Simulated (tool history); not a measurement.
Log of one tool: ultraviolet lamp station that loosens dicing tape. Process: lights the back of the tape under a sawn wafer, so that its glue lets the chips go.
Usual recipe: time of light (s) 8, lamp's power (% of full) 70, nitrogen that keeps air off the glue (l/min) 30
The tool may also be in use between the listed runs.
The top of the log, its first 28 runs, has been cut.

run	hour	time of light (s)	lamp's power (% of full)	nitrogen that keeps air off the glue (l/min)	force that peels the tape off (N)	light that reached the tape (J/m2)
29	475.9	5	73	14	3.651	3290
30	489.9	4	85	50	2.764	3040
31	504.8	4	85	50	2.731	3010
32	524.7	5	70	15	3.803	3160
33	547.1	5	70	15	3.713	3150
34	570.5	5	70	15	3.681	3160
35	589.7	9	70	26	1.233	5640
36	608.3	9	70	26	1.276	5650
37	628	9	70	26	1.268	5650
38	647.1	9	95	19	0.847	7660
39	669.3	8	82	14	1.563	5930
40	684.9	9	70	22	1.375	5650
41	707.3	9	70	22	1.356	5630
42	731	14	63	10	1.143	7840
43	745.4	13	76	30	0.474	8810
44	759.5	13	76	30	0.459	8870

What if the next run were any one of these 3? Each begins from the tool's condition after run 44:
A	772.3	8	73	12	?	?
B	772.3	4	76	53	?	?
C	772.3	13	76	59	?	?

run	force that peels the tape off (N)	light that reached the tape (J/m2)
A	2.143	5180
B	3.207	2710
C	0.374	8820
With no hidden state in the tool, these same runs would have given:
run	force that peels the tape off (N)	light that reached the tape (J/m2)
A	2.136	5200
B	3.197	2720
C	0.372	8840

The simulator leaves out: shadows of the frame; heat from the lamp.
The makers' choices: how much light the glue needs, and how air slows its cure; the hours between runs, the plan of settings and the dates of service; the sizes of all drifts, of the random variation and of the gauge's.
